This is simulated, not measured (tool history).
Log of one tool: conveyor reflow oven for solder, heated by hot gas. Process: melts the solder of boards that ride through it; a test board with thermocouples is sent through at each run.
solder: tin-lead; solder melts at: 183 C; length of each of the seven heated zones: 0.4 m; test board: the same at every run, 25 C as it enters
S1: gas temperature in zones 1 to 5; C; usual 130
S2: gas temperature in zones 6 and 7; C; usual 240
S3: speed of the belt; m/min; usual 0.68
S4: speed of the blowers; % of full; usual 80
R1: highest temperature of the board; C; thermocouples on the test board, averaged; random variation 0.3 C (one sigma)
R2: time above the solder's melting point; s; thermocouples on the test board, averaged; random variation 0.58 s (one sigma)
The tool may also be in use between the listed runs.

Run 1, hour 0: usual settings. Result: R1 223.5 C, R2 54.7 s.
Run 2, hour 15.5: usual settings. Result: R1 223.2 C, R2 53.8 s.
Run 3, hour 31.2: usual settings. Result: R1 222.9 C, R2 54.1 s.
Run 4, hour 58.5: usual settings. Result: R1 222.9 C, R2 54 s.
Run 5, hour 94.4: usual settings but S4 61 % of full. Result: R1 216 C, R2 49.7 s.
Run 6, hour 110.5: usual settings but S4 61 % of full. Result: R1 215.7 C, R2 48.7 s.
At hour 119.8: flux residue cleaned out of gas plates and filters.
Run 7, hour 139.5: usual settings but S4 61 % of full. Result: R1 216.6 C, R2 49 s.
Run 8, hour 155.3: usual settings but S4 61 % of full. Result: R1 216.2 C, R2 49.7 s.
Run 9, hour 182: usual settings but S4 61 % of full. Result: R1 216.5 C, R2 49.6 s.
Run 10, hour 209.9: usual settings but S4 61 % of full. Result: R1 217 C, R2 48.6 s.
Run 11, hour 233.1: usual settings but S4 61 % of full. Result: R1 216.4 C, R2 49.7 s.
Run 12, hour 260.6: usual settings but S4 61 % of full. Result: R1 216.6 C, R2 48.5 s.
Run 13, hour 283.5: usual settings but S1 126 C. Result: R1 222.3 C, R2 53.1 s.
Run 14, hour 312: usual settings but S1 126 C, S2 247 C. Result: R1 228.6 C, R2 55.9 s.
Run 15, hour 342.9: usual settings but S1 126 C, S2 247 C. Result: R1 229.3 C, R2 56 s.
Run 16, hour 364.3: usual settings but S1 126 C, S2 247 C. Result: R1 228.4 C, R2 56.1 s.
Run 17, hour 385.8: usual settings but S1 126 C, S2 247 C. Result: R1 228.7 C, R2 57.9 s.
Run 18, hour 403.4: usual settings but S1 126 C, S2 247 C. Result: R1 228.7 C, R2 56.2 s.
Run 19, hour 419.8: usual settings but S1 126 C, S2 247 C. Result: R1 228.4 C, R2 57.1 s.
Run 20, hour 444.6: usual settings but S2 235 C, S3 0.601 m/min, S4 71 % of full. Result: R1 220.2 C, R2 59.6 s.
Run 21, hour 472.4: usual settings but S2 245 C, S3 0.601 m/min, S4 71 % of full. Result: R1 229.1 C, R2 65.6 s.
Run 22, hour 499.1: usual settings but S4 51 % of full. Result: R1 211.5 C, R2 43.6 s.

The next listed run, before its measurement:
Run 23, hour 529.1: usual settings but S4 51 % of full. Result: R1 ?, R2 ?.

Run 23 gave R1 211.9 C, R2 44.3 s.
Without the tool's hidden state the same run would have given R1 211.8 C, R2 44.2 s.
